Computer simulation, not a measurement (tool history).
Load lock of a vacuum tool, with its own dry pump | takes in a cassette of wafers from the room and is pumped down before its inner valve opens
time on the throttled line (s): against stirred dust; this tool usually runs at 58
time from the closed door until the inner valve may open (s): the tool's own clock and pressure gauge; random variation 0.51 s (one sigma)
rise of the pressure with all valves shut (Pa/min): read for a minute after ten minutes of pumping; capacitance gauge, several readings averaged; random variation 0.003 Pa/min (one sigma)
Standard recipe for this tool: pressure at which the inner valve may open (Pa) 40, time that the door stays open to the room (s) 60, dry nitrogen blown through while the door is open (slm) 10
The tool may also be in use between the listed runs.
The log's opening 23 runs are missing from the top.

| run | day | time on the throttled line (s) | pressure at which the inner valve may open (Pa) | time that the door stays open to the room (s) | dry nitrogen blown through while the door is open (slm) | hours that the pump has run since its overhaul | times that the door has closed on its seal | incoming humidity of the room's air, % | time from the closed door until the inner valve may open (s) | rise of the pressure with all valves shut (Pa/min) |
|---|---|---|---|---|---|---|---|---|---|---|
| 24 | 123.775 | 50 | 33 | 60 | 10 | 10373 | 19685 | 42.8 | 99.9 | 0.030 |
| 25 | 128.125 | 50 | 33 | 115 | 10 | 10478 | 20198 | 43.7 | 98.9 | 0.042 |
| 26 | 133.121 | 58 | 40 | 26 | 20 | 10598 | 20787 | 44.7 | 104.7 | 0.013 |
| 27 | 140.150 | 58 | 59 | 60 | 11 | 10766 | 21616 | 44.2 | 102.3 | 0.031 |
| 28 | 146.033 | 29 | 62 | 68 | 35 | 10908 | 22310 | 43.2 | 77.4 | 0.016 |
| 29 | 149.567 | 29 | 62 | 68 | 35 | 10992 | 22727 | 45.2 | 77.1 | 0.019 |
| 30 | 154.788 | 58 | 62 | 60 | 10 | 11118 | 23343 | 46.8 | 102.3 | 0.040 |
| 31 | 159.871 | 58 | 62 | 59 | 40 | 11240 | 23942 | 44.2 | 100.5 | 0.022 |
| 32 | 167.146 | 58 | 40 | 59 | 22 | 11414 | 24801 | 46.9 | 104.5 | 0.025 |
| 33 | 170.883 | 38 | 42 | 60 | 10 | 11504 | 25241 | 44.8 | 87.6 | 0.037 |
| 34 | 176.654 | 38 | 42 | 60 | 10 | 11642 | 25922 | 44.6 | 87.8 | 0.031 |
| 35 | 183.292 | 38 | 42 | 60 | 10 | 11802 | 26705 | 45.4 | 87.7 | 0.034 |
| 36 | 190.933 | 90 | 44 | 60 | 10 | 11985 | 27606 | 45.7 | 130.8 | 0.034 |
| 37 | 194.888 | 90 | 44 | 109 | 17 | 12080 | 28073 | 45.1 | 129.8 | 0.037 |

Alternative continuations, all from the tool just after run 37; predict every row:
| A | 201.158 | 85 | 52 | 60 | 10 | 12231 | 28812 | 46.6 | ? | ? |
| B | 201.158 | 93 | 42 | 76 | 17 | 12231 | 28812 | 41.9 | ? | ? |
| C | 201.158 | 58 | 40 | 101 | 14 | 12231 | 28812 | 45.7 | ? | ? |

| run | time from the closed door until the inner valve may open (s) | rise of the pressure with all valves shut (Pa/min) |
|---|---|---|
| A | 126.0 | 0.028 |
| B | 133.7 | 0.027 |
| C | 105.2 | 0.042 |
Without the tool's unlogged condition, the same runs would have read:
| run | time from the closed door until the inner valve may open (s) | rise of the pressure with all valves shut (Pa/min) |
|---|---|---|
| A | 125.9 | 0.028 |
| B | 133.7 | 0.027 |
| C | 105.2 | 0.042 |

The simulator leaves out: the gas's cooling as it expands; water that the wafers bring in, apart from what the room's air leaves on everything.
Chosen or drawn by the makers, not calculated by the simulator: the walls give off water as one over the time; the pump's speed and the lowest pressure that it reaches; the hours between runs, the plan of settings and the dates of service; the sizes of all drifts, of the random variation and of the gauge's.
